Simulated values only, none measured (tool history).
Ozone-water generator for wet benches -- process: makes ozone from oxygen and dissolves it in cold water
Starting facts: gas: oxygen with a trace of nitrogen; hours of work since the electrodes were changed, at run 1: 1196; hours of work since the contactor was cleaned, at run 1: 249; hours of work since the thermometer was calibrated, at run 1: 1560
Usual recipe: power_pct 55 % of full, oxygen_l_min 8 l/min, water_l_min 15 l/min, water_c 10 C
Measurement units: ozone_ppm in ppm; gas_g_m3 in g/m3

run   hour  power_pct  oxygen_l_min  water_l_min  water_c  hours of work since the electrodes were changed  hours of work since the contactor was cleaned  hours of work since the thermometer was calibrated  ozone_ppm  gas_g_m3
  1      0         55             8           15       10                                             1196                                            249                                                1560       27.9     196.5
  2   23.7         55             8           13       10                                             1213                                            265                                                1577       30.4     196.6
  3     53         55         14.05           15       10                                             1234                                            286                                                1598       23.2     133.2
  4   73.5         89         14.05           15       10                                             1248                                            301                                                1612       35.6     206.3
  5  105.5         55             8           15       13                                             1271                                            324                                                1635       26.1     195.5
  6  133.2         55             8           15       13                                             1291                                            343                                                1654       26.2     195.4
  7  172.2         55             8           15       13                                             1319                                            371                                                1682       25.9     193.5
  8  198.7         55             8           15       13                                             1337                                            390                                                1701       25.9     195.7
  9  226.5         55             8           15       13                                             1357                                            410                                                1721       26.2     195.7
 10  246.7         55             8           15       13                                             1372                                            424                                                1735         26     196.5
 11    271         55             8           23       10                                             1389                                            441                                                1752       20.3     195.9
 12  289.7         55             8           15       10                                             1402                                            454                                                1766       27.4     196.2
 13  318.3         55             8           15       10                                             1422                                            475                                                1786       27.6     195.8
 14  335.7         55             8           15       10                                             1435                                            487                                                1798       27.7     197.3
 15  364.8         55             8           15       10                                             1455                                            508                                                1819       27.5     194.4
 16  384.5         55          4.16           15       10                                             1470                                            522                                                1833       30.6       308
 17  406.3         98          6.97           15       10                                             1485                                            537                                                1849       47.5     358.9
 18  431.6         96          8.78           15        8                                             1503                                            555                                                1867       45.4     296.8
 19  463.9         41          8.78           15       13                                             1526                                            578                                                1890       19.5     141.3
 20  497.2         84          5.73           10        9                                             1550                                            602                                                1913         57     352.3
 21  516.7         55             8           18       10                                             1563                                            616                                                1927       24.3     195.1
 22  549.2         55          8.75           15       13                                             1587                                            639                                                1950       25.6     183.4
 23  589.9         59          9.89           10       13                                             1615                                            668                                                1979       31.7     180.5
 24  615.9         40          8.08           15       13                                             1634                                            686                                                1998       19.5     145.6
 25  653.4         67          5.84           12        8                                             1661                                            713                                                2024       41.6     287.6
 26  688.5         67          5.84           12       12                                             1686                                            738                                                2049       39.2     286.6

Here are 4 independent what-if runs from the current tool condition. What would each one return?
  A  720.7         67          5.84           11       11                                             1708                                            761                                                2072          ?         ?
  B  720.7         71          6.44           12        9                                             1708                                            761                                                2072          ?         ?
  C  720.7         67          4.08           12       10                                             1708                                            761                                                2072          ?         ?
  D  720.7         58          5.84           11       10                                             1708                                            761                                                2072          ?         ?

run  ozone_ppm  gas_g_m3
  A       42.2     289.9
  B       42.3     282.7
  C       43.4       368
  D       37.3     252.1
Without the tool's hidden state the same runs would have given:
run  ozone_ppm  gas_g_m3
  A       45.1     303.5
  B       45.3     296.8
  C       46.4     385.4
  D       39.6     262.3
